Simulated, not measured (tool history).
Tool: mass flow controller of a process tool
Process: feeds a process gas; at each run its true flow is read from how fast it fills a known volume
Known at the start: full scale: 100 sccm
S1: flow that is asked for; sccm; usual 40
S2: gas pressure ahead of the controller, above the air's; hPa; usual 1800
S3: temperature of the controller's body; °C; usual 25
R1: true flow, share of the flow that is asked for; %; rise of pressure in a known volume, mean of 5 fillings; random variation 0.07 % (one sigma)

Run 1, hour 0.0: usual settings. Result: R1 98.40 %.
Run 2, hour 57.6: usual settings but S1 21 sccm. Result: R1 97.84 %.
Run 3, hour 126.4: usual settings but S1 21 sccm. Result: R1 97.78 %.
Run 4, hour 196.6: usual settings. Result: R1 98.40 %.
Run 5, hour 252.8: usual settings. Result: R1 98.35 %.
Run 6, hour 326.5: usual settings. Result: R1 98.31 %.
Run 7, hour 369.6: usual settings but S2 2310 hPa. Result: R1 98.39 %.
Run 8, hour 441.3: usual settings but S2 2310 hPa. Result: R1 98.48 %.
Run 9, hour 535.4: usual settings. Result: R1 98.32 %.
Run 10, hour 581.9: usual settings. Result: R1 98.25 %.
Run 11, hour 682.2: usual settings but S3 33 °C. Result: R1 98.74 %.
Run 12, hour 785.7: usual settings but S2 1510 hPa. Result: R1 98.25 %.
Run 13, hour 840.0: usual settings. Result: R1 98.40 %.
Run 14, hour 889.3: usual settings but S2 2650 hPa. Result: R1 98.39 %.
Run 15, hour 951.0: usual settings but S2 2650 hPa. Result: R1 98.31 %.
Run 16, hour 998.1: usual settings but S3 28 °C. Result: R1 98.43 %.
Run 17, hour 1094.9: usual settings. Result: R1 98.26 %.
Run 18, hour 1181.7: usual settings. Result: R1 98.21 %.
Run 19, hour 1277.3: usual settings. Result: R1 98.14 %.
Run 20, hour 1382.8: usual settings. Result: R1 98.66 %.
Run 21, hour 1462.3: usual settings but S3 20 °C. Result: R1 98.40 %.
Run 22, hour 1531.8: usual settings but S3 20 °C. Result: R1 98.42 %.
Run 23, hour 1623.9: usual settings. Result: R1 98.73 %.
Run 24, hour 1696.6: usual settings. Result: R1 98.61 %.
Run 25, hour 1768.9: usual settings. Result: R1 98.58 %.
Run 26, hour 1851.9: usual settings but S1 61 sccm, S3 22 °C. Result: R1 99.02 %.
Run 27, hour 1947.1: usual settings but S1 71 sccm, S2 1440 hPa, S3 31 °C. Result: R1 99.80 %.
Run 28, hour 2040.8: usual settings but S1 80 sccm, S2 2370 hPa, S3 36 °C. Result: R1 100.41 %.
Run 29, hour 2107.8: usual settings but S1 12 sccm, S2 1790 hPa, S3 34 °C. Result: R1 97.98 %.
Run 30, hour 2198.4: usual settings but S1 12 sccm, S2 1790 hPa, S3 34 °C. Result: R1 97.88 %.
Run 31, hour 2286.2: usual settings but S1 12 sccm, S2 1790 hPa, S3 34 °C. Result: R1 97.90 %.
Run 32, hour 2348.0: usual settings but S1 12 sccm, S2 1790 hPa, S3 34 °C. Result: R1 97.80 %.
Run 33, hour 2427.4: usual settings but S1 29 sccm, S2 1530 hPa. Result: R1 98.38 %.
Run 34, hour 2497.7: usual settings but S1 29 sccm, S2 1530 hPa. Result: R1 98.25 %.
Run 35, hour 2601.4: usual settings but S1 29 sccm, S2 1530 hPa. Result: R1 98.29 %.
Run 36, hour 2665.5: usual settings but S1 29 sccm, S2 1530 hPa, S3 39 °C. Result: R1 98.92 %.
Run 37, hour 2725.8: usual settings but S1 29 sccm, S2 2720 hPa. Result: R1 98.23 %.
Run 38, hour 2823.0: usual settings but S1 29 sccm, S2 2720 hPa, S3 20 °C. Result: R1 97.89 %.
Run 39, hour 2912.5: usual settings but S1 29 sccm, S2 2720 hPa, S3 20 °C. Result: R1 97.89 %.
Run 40, hour 3012.2: usual settings but S2 1410 hPa, S3 23 °C. Result: R1 98.32 %.
Run 41, hour 3116.4: usual settings but S2 1410 hPa, S3 23 °C. Result: R1 98.59 %.
Run 42, hour 3165.2: usual settings but S1 21 sccm, S2 1410 hPa, S3 27 °C. Result: R1 97.66 %.
Run 43, hour 3233.4: usual settings but S1 21 sccm, S2 1410 hPa, S3 27 °C. Result: R1 97.88 %.
Run 44, hour 3306.7: usual settings but S1 21 sccm, S2 1410 hPa, S3 27 °C. Result: R1 97.69 %.
Run 45, hour 3366.8: usual settings but S3 36 °C. Result: R1 99.30 %.
Run 46, hour 3427.0: usual settings but S3 36 °C. Result: R1 99.27 %.
Run 47, hour 3529.1: usual settings but S3 36 °C. Result: R1 99.17 %.

Not shown: 2 entries that the log had between the listed runs. Between which runs, and how does the tool's hidden state differ before and after?
Between runs 14 and 15: controller's zero set anew (hour 898.4)
  flow at rest that the sensor doesn't see, % of full scale: -0.128 -> -0.172; true flow over the shown one, %: 0.04 -> 0.05
  measured less the result without the state, R1: -0.28 -> -0.38 %
Between runs 19 and 20: controller's zero set anew, once more (hour 1370.3)
  flow at rest that the sensor doesn't see, % of full scale: -0.205 -> -0.026; true flow over the shown one, %: 0.12 -> 0.14
  measured less the result without the state, R1: -0.39 -> +0.07 %
